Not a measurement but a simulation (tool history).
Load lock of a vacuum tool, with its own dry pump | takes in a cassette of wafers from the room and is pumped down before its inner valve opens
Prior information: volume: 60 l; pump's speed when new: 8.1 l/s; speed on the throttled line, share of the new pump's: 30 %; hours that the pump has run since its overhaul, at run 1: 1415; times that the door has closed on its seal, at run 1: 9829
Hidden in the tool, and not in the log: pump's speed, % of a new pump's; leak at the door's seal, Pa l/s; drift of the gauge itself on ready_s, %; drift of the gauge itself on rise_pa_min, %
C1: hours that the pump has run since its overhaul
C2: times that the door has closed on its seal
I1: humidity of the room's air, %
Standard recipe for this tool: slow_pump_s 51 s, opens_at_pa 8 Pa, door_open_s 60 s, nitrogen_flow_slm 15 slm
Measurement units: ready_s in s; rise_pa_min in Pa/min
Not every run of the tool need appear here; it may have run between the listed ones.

run 1 day=0.000 | slow_pump_s=51 opens_at_pa=8 door_open_s=60 nitrogen_flow_slm=15 | C1=1415 C2=9829 | I1=43.4 | ready_s=109.5 rise_pa_min=0.087
run 2 day=13.129 | slow_pump_s=51 opens_at_pa=8 door_open_s=60 nitrogen_flow_slm=15 | C1=1730 C2=11014 | I1=43.7 | ready_s=110.1 rise_pa_min=0.104
run 3 day=22.604 | slow_pump_s=51 opens_at_pa=8 door_open_s=60 nitrogen_flow_slm=15 | C1=1957 C2=11869 | I1=47.4 | ready_s=109.5 rise_pa_min=0.118
run 4 day=34.454 | slow_pump_s=51 opens_at_pa=8 door_open_s=60 nitrogen_flow_slm=15 | C1=2242 C2=12938 | I1=44.4 | ready_s=109.4 rise_pa_min=0.123
run 5 day=52.062 | slow_pump_s=49 opens_at_pa=8 door_open_s=60 nitrogen_flow_slm=15 | C1=2664 C2=14527 | I1=40.3 | ready_s=108.3 rise_pa_min=0.146
run 6 day=71.367 | slow_pump_s=51 opens_at_pa=8 door_open_s=60 nitrogen_flow_slm=6 | C1=3128 C2=16269 | I1=44.3 | ready_s=108.5 rise_pa_min=0.183
run 7 day=86.542 | slow_pump_s=51 opens_at_pa=8 door_open_s=60 nitrogen_flow_slm=6 | C1=3492 C2=17638 | I1=46.7 | ready_s=109.6 rise_pa_min=0.198
run 8 day=97.708 | slow_pump_s=51 opens_at_pa=8 door_open_s=30 nitrogen_flow_slm=6 | C1=3760 C2=18646 | I1=45.7 | ready_s=109.8 rise_pa_min=0.215
run 9 day=109.158 | slow_pump_s=51 opens_at_pa=8 door_open_s=30 nitrogen_flow_slm=6 | C1=4034 C2=19679 | I1=46.3 | ready_s=109.1 rise_pa_min=0.234
run 10 day=129.496 | slow_pump_s=51 opens_at_pa=8 door_open_s=30 nitrogen_flow_slm=6 | C1=4523 C2=21514 | I1=44.7 | ready_s=108.4 rise_pa_min=0.262
-- day=137.508 door's seal changed, seat wiped
run 11 day=143.329 | slow_pump_s=51 opens_at_pa=8 door_open_s=30 nitrogen_flow_slm=6 | C1=4853 C2=525 | I1=46.8 | ready_s=110.0 rise_pa_min=0.020
run 12 day=163.154 | slow_pump_s=51 opens_at_pa=8 door_open_s=30 nitrogen_flow_slm=6 | C1=5329 C2=2314 | I1=44.4 | ready_s=109.9 rise_pa_min=0.033
run 13 day=183.500 | slow_pump_s=46 opens_at_pa=8 door_open_s=30 nitrogen_flow_slm=6 | C1=5817 C2=4150 | I1=44.3 | ready_s=107.6 rise_pa_min=0.034
run 14 day=193.629 | slow_pump_s=46 opens_at_pa=8 door_open_s=30 nitrogen_flow_slm=6 | C1=6060 C2=5064 | I1=42.8 | ready_s=107.2 rise_pa_min=0.048
run 15 day=209.404 | slow_pump_s=46 opens_at_pa=8 door_open_s=30 nitrogen_flow_slm=6 | C1=6439 C2=6487 | I1=43.9 | ready_s=107.4 rise_pa_min=0.058
run 16 day=222.271 | slow_pump_s=46 opens_at_pa=8 door_open_s=30 nitrogen_flow_slm=11 | C1=6748 C2=7648 | I1=47.7 | ready_s=108.5 rise_pa_min=0.065
run 17 day=234.129 | slow_pump_s=46 opens_at_pa=8 door_open_s=30 nitrogen_flow_slm=11 | C1=7032 C2=8718 | I1=43.9 | ready_s=108.1 rise_pa_min=0.078
run 18 day=254.679 | slow_pump_s=46 opens_at_pa=8 door_open_s=30 nitrogen_flow_slm=11 | C1=7526 C2=10573 | I1=44.8 | ready_s=107.6 rise_pa_min=0.099
run 19 day=274.075 | slow_pump_s=46 opens_at_pa=8 door_open_s=85 nitrogen_flow_slm=5 | C1=7991 C2=12323 | I1=45.2 | ready_s=108.6 rise_pa_min=0.133
run 20 day=294.867 | slow_pump_s=51 opens_at_pa=8 door_open_s=59 nitrogen_flow_slm=15 | C1=8490 C2=14199 | I1=48.1 | ready_s=111.2 rise_pa_min=0.137
run 21 day=307.096 | slow_pump_s=33 opens_at_pa=8 door_open_s=60 nitrogen_flow_slm=15 | C1=8784 C2=15303 | I1=46.1 | ready_s=99.4 rise_pa_min=0.158
run 22 day=317.479 | slow_pump_s=33 opens_at_pa=8 door_open_s=60 nitrogen_flow_slm=15 | C1=9033 C2=16240 | I1=46.6 | ready_s=98.9 rise_pa_min=0.169
run 23 day=328.829 | slow_pump_s=33 opens_at_pa=7 door_open_s=60 nitrogen_flow_slm=15 | C1=9305 C2=17264 | I1=42.6 | ready_s=100.9 rise_pa_min=0.180
run 24 day=346.542 | slow_pump_s=33 opens_at_pa=7 door_open_s=60 nitrogen_flow_slm=15 | C1=9730 C2=18862 | I1=44.9 | ready_s=101.6 rise_pa_min=0.211
run 25 day=357.633 | slow_pump_s=30 opens_at_pa=8 door_open_s=55 nitrogen_flow_slm=10 | C1=9996 C2=19863 | I1=44.8 | ready_s=99.1 rise_pa_min=0.232
run 26 day=368.238 | slow_pump_s=51 opens_at_pa=8 door_open_s=49 nitrogen_flow_slm=15 | C1=10251 C2=20819 | I1=44.8 | ready_s=112.6 rise_pa_min=0.249
-- day=384.300 door's seal changed, seat wiped
run 27 day=388.812 | slow_pump_s=47 opens_at_pa=6 door_open_s=60 nitrogen_flow_slm=15 | C1=10743 C2=408 | I1=48.1 | ready_s=113.2 rise_pa_min=0.025
run 28 day=404.892 | slow_pump_s=47 opens_at_pa=6 door_open_s=60 nitrogen_flow_slm=5 | C1=11129 C2=1858 | I1=43.4 | ready_s=113.4 rise_pa_min=0.033
run 29 day=424.700 | slow_pump_s=48 opens_at_pa=12 door_open_s=173 nitrogen_flow_slm=6 | C1=11605 C2=3646 | I1=42.0 | ready_s=107.0 rise_pa_min=0.057
run 30 day=435.629 | slow_pump_s=78 opens_at_pa=14 door_open_s=60 nitrogen_flow_slm=15 | C1=11867 C2=4632 | I1=46.4 | ready_s=126.8 rise_pa_min=0.042
run 31 day=449.650 | slow_pump_s=51 opens_at_pa=8 door_open_s=108 nitrogen_flow_slm=7 | C1=12203 C2=5897 | I1=43.2 | ready_s=112.6 rise_pa_min=0.067
run 32 day=459.175 | slow_pump_s=61 opens_at_pa=8 door_open_s=121 nitrogen_flow_slm=11 | C1=12432 C2=6757 | I1=43.0 | ready_s=121.8 rise_pa_min=0.069
run 33 day=475.121 | slow_pump_s=61 opens_at_pa=8 door_open_s=121 nitrogen_flow_slm=11 | C1=12815 C2=8196 | I1=43.1 | ready_s=120.0 rise_pa_min=0.082
run 34 day=492.400 | slow_pump_s=57 opens_at_pa=8 door_open_s=121 nitrogen_flow_slm=4 | C1=13229 C2=9755 | I1=43.1 | ready_s=118.0 rise_pa_min=0.105
run 35 day=509.675 | slow_pump_s=51 opens_at_pa=8 door_open_s=60 nitrogen_flow_slm=7 | C1=13644 C2=11314 | I1=45.1 | ready_s=114.7 rise_pa_min=0.103
run 36 day=521.392 | slow_pump_s=51 opens_at_pa=8 door_open_s=60 nitrogen_flow_slm=16 | C1=13925 C2=12371 | I1=46.7 | ready_s=116.0 rise_pa_min=0.115

Branching from run 36: 5 alternative next runs. What would each branch give?
run A day=539.350 | slow_pump_s=51 opens_at_pa=12 door_open_s=60 nitrogen_flow_slm=15 | C1=14356 C2=13992 | I1=44.4 | ready_s=? rise_pa_min=?
run B day=539.350 | slow_pump_s=51 opens_at_pa=9 door_open_s=60 nitrogen_flow_slm=16 | C1=14356 C2=13992 | I1=43.7 | ready_s=? rise_pa_min=?
run C day=539.350 | slow_pump_s=98 opens_at_pa=8 door_open_s=60 nitrogen_flow_slm=16 | C1=14356 C2=13992 | I1=43.5 | ready_s=? rise_pa_min=?
run D day=539.350 | slow_pump_s=51 opens_at_pa=8 door_open_s=60 nitrogen_flow_slm=37 | C1=14356 C2=13992 | I1=43.1 | ready_s=? rise_pa_min=?
run E day=539.350 | slow_pump_s=51 opens_at_pa=8 door_open_s=45 nitrogen_flow_slm=43 | C1=14356 C2=13992 | I1=44.2 | ready_s=? rise_pa_min=?

run=A ready_s=112.0 rise_pa_min=0.130
run=B ready_s=113.5 rise_pa_min=0.138
run=C ready_s=145.7 rise_pa_min=0.133
run=D ready_s=115.5 rise_pa_min=0.122
run=E ready_s=115.1 rise_pa_min=0.120
With no hidden state in the tool, these same runs would have given:
run=A ready_s=104.3 rise_pa_min=0.018
run=B ready_s=105.4 rise_pa_min=0.025
run=C ready_s=139.7 rise_pa_min=0.020
run=D ready_s=107.2 rise_pa_min=0.009
run=E ready_s=106.9 rise_pa_min=0.006
